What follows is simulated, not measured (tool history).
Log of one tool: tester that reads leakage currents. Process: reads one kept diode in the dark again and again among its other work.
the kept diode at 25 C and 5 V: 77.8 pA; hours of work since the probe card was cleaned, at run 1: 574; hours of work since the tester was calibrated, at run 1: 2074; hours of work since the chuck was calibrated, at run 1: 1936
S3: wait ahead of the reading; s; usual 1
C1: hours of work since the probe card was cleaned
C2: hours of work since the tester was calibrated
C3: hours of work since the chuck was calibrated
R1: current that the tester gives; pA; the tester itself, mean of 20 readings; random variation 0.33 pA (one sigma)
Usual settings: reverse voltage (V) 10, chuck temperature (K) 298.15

run 1 day=0 | reverse_voltage_(V)=10 chuck_temperature_(K)=298.15 S3=1 | C1=574 C2=2074 C3=1936 | R1=109.82
run 2 day=6.554 | reverse_voltage_(V)=10 chuck_temperature_(K)=298.15 S3=1 | C1=687 C2=2187 C3=2049 | R1=110.64
run 3 day=9.729 | reverse_voltage_(V)=10 chuck_temperature_(K)=298.15 S3=1 | C1=742 C2=2241 C3=2103 | R1=110.54
run 4 day=13.429 | reverse_voltage_(V)=10 chuck_temperature_(K)=298.15 S3=0.44 | C1=806 C2=2305 C3=2167 | R1=115.35
-- day=17.579 tester calibrated
run 5 day=18.9 | reverse_voltage_(V)=10 chuck_temperature_(K)=298.15 S3=0.44 | C1=899 C2=23 C3=2260 | R1=113.94
run 6 day=25.5 | reverse_voltage_(V)=10 chuck_temperature_(K)=298.15 S3=1 | C1=1012 C2=137 C3=2374 | R1=110.43
run 7 day=30.942 | reverse_voltage_(V)=10 chuck_temperature_(K)=298.15 S3=1 | C1=1106 C2=230 C3=2468 | R1=110.28
-- day=31.879 chuck's temperature calibrated
run 8 day=34.621 | reverse_voltage_(V)=10 chuck_temperature_(K)=298.15 S3=1 | C1=1168 C2=292 C3=47 | R1=117.71
run 9 day=37.575 | reverse_voltage_(V)=10 chuck_temperature_(K)=298.15 S3=1 | C1=1219 C2=343 C3=98 | R1=118.08
-- day=40.079 probe card cleaned and baked
run 10 day=40.817 | reverse_voltage_(V)=10 chuck_temperature_(K)=298.15 S3=1 | C1=13 C2=397 C3=152 | R1=110
run 11 day=45.104 | reverse_voltage_(V)=3.9 chuck_temperature_(K)=298.15 S3=1 | C1=87 C2=471 C3=226 | R1=70.74
run 12 day=50.846 | reverse_voltage_(V)=3.9 chuck_temperature_(K)=298.15 S3=1 | C1=186 C2=570 C3=325 | R1=70.78
run 13 day=57.221 | reverse_voltage_(V)=3.9 chuck_temperature_(K)=298.15 S3=1 | C1=296 C2=680 C3=435 | R1=70.85
run 14 day=61.083 | reverse_voltage_(V)=3.9 chuck_temperature_(K)=298.15 S3=1 | C1=362 C2=747 C3=501 | R1=70.85
run 15 day=67.05 | reverse_voltage_(V)=10 chuck_temperature_(K)=298.15 S3=1 | C1=465 C2=849 C3=604 | R1=112.51
run 16 day=70.575 | reverse_voltage_(V)=10 chuck_temperature_(K)=298.15 S3=1 | C1=526 C2=910 C3=665 | R1=113.25
run 17 day=74.092 | reverse_voltage_(V)=10 chuck_temperature_(K)=298.15 S3=1 | C1=587 C2=971 C3=726 | R1=113.08
run 18 day=78.133 | reverse_voltage_(V)=10 chuck_temperature_(K)=298.15 S3=1 | C1=656 C2=1041 C3=795 | R1=112.74
run 19 day=83.688 | reverse_voltage_(V)=10 chuck_temperature_(K)=298.15 S3=1 | C1=752 C2=1136 C3=891 | R1=113.06
run 20 day=88.121 | reverse_voltage_(V)=10 chuck_temperature_(K)=298.15 S3=1 | C1=828 C2=1213 C3=968 | R1=114.01
run 21 day=92.771 | reverse_voltage_(V)=1.3 chuck_temperature_(K)=298.15 S3=1.44 | C1=909 C2=1293 C3=1048 | R1=42.27
run 22 day=96.092 | reverse_voltage_(V)=1.5 chuck_temperature_(K)=316.15 S3=0.73 | C1=966 C2=1350 C3=1105 | R1=195.44
run 23 day=99.212 | reverse_voltage_(V)=2.2 chuck_temperature_(K)=298.15 S3=0.46 | C1=1020 C2=1404 C3=1159 | R1=55.34
run 24 day=103.258 | reverse_voltage_(V)=14.6 chuck_temperature_(K)=299.15 S3=1 | C1=1089 C2=1474 C3=1229 | R1=150.83
run 25 day=106.392 | reverse_voltage_(V)=14.6 chuck_temperature_(K)=299.15 S3=1 | C1=1144 C2=1528 C3=1283 | R1=150.12
-- day=113.275 probe card cleaned and baked
run 26 day=113.533 | reverse_voltage_(V)=7.3 chuck_temperature_(K)=305.15 S3=9.14 | C1=4 C2=1649 C3=1404 | R1=163.36
run 27 day=119.117 | reverse_voltage_(V)=7.3 chuck_temperature_(K)=305.15 S3=9.14 | C1=101 C2=1745 C3=1500 | R1=164.16
run 28 day=123.958 | reverse_voltage_(V)=7.3 chuck_temperature_(K)=305.15 S3=9.14 | C1=184 C2=1829 C3=1583 | R1=164.09
run 29 day=128.354 | reverse_voltage_(V)=17.3 chuck_temperature_(K)=305.15 S3=9.14 | C1=260 C2=1904 C3=1659 | R1=244.98
run 30 day=134.579 | reverse_voltage_(V)=3 chuck_temperature_(K)=310.15 S3=1 | C1=367 C2=2012 C3=1767 | R1=163.11
run 31 day=139.721 | reverse_voltage_(V)=9.9 chuck_temperature_(K)=298.15 S3=1 | C1=456 C2=2100 C3=1855 | R1=108.15
run 32 day=146.35 | reverse_voltage_(V)=2 chuck_temperature_(K)=295.15 S3=1 | C1=570 C2=2215 C3=1970 | R1=38.91

Forecast run 33:
run 33 day=150.783 | reverse_voltage_(V)=10.8 chuck_temperature_(K)=302.15 S3=2.06 | C1=647 C2=2291 C3=2046 | R1=?

R1: 155.51 pA
Without the tool's hidden state the same run would have given R1 158.04 pA.

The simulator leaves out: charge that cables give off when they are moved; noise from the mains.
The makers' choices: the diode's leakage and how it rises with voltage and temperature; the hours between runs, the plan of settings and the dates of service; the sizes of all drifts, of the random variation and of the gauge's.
